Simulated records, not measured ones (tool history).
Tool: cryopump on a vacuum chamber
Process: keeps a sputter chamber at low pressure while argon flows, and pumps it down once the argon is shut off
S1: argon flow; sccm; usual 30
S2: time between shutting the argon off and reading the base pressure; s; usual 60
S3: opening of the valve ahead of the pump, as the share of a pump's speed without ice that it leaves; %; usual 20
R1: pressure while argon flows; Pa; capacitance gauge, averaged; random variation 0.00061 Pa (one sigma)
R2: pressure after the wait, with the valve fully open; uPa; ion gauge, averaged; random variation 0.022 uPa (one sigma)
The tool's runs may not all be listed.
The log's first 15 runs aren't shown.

run	day	S1	S2	S3	R1	R2
16	13.358	30	60	20	0.1118	1.67
17	14.312	30	60	20	0.1129	1.69
18	15.208	32	52	28	0.0855	1.80
19	16.400	16	31	34	0.0357	2.12
20	17.612	47	25	48	0.0742	2.29
21	18.583	30	48	21	0.1078	1.91
22	19.200	13	26	21	0.0461	2.36
23	20.004	30	60	18	0.1240	1.77
24	21.146	58	80	37	0.1198	1.66
25	22.358	30	116	44	0.0521	1.61
26	23.104	30	114	44	0.0526	1.67
27	24.150	30	142	16	0.1405	1.54
28	24.988	30	142	16	0.1410	1.71
29	26.188	19	24	15	0.0949	2.60
30	26.725	19	24	15	0.0954	2.59
31	27.400	19	24	25	0.0576	2.59
32	28.450	30	60	35	0.0653	1.96
33	29.275	30	60	15	0.1498	1.94

Forecast each of these 5 alternatives for the next run:
A	30.100	30	48	53	?	?
B	30.100	13	178	44	?	?
C	30.100	26	241	29	?	?
D	30.100	13	214	32	?	?
E	30.100	30	45	32	?	?

run	R1	R2
A	0.0440	2.11
B	0.0224	1.67
C	0.0679	1.61
D	0.0319	1.68
E	0.0713	2.12
Without the tool's hidden state the same runs would have given:
run	R1	R2
A	0.0422	0.71
B	0.0216	0.29
C	0.0663	0.23
D	0.0311	0.28
E	0.0694	0.71

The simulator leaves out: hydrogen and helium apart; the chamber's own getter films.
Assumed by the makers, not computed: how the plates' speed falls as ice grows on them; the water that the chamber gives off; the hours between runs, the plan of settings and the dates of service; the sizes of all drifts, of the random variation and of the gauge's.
